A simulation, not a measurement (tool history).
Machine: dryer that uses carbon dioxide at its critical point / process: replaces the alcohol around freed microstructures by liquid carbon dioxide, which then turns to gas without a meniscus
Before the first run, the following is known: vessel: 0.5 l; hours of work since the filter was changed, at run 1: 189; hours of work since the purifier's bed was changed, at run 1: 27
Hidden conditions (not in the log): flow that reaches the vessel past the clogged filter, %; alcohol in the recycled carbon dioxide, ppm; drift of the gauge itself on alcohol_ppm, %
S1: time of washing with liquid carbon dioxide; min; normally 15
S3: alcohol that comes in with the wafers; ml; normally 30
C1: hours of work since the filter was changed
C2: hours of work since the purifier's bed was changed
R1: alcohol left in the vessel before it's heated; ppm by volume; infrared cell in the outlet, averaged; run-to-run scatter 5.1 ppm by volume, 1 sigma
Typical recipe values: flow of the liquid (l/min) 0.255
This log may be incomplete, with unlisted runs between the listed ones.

run 1 day=0 | S1=15 flow_of_the_liquid_(l/min)=0.255 S3=30 | C1=189 C2=27 | R1=134
run 2 day=0.271 | S1=15 flow_of_the_liquid_(l/min)=0.255 S3=58 | C1=191 C2=29 | R1=260
run 3 day=0.704 | S1=15 flow_of_the_liquid_(l/min)=0.255 S3=30 | C1=196 C2=34 | R1=135
run 4 day=0.983 | S1=15 flow_of_the_liquid_(l/min)=0.255 S3=30 | C1=199 C2=37 | R1=138
-- day=1.275 inlet filter changed
run 5 day=1.492 | S1=10 flow_of_the_liquid_(l/min)=0.255 S3=30 | C1=2 C2=42 | R1=705
run 6 day=1.9 | S1=10 flow_of_the_liquid_(l/min)=0.255 S3=30 | C1=7 C2=46 | R1=712
run 7 day=2.2 | S1=10 flow_of_the_liquid_(l/min)=0.325 S3=30 | C1=10 C2=49 | R1=211

What does the tool deliver on the next run?
run 8 day=2.454 | S1=10 flow_of_the_liquid_(l/min)=0.193 S3=39 | C1=12 C2=52 | R1=?

R1: 2823 ppm by volume
Take away the tool's hidden state, keep the run-to-run variation as it was, and the same run would have given R1 2731 ppm by volume.
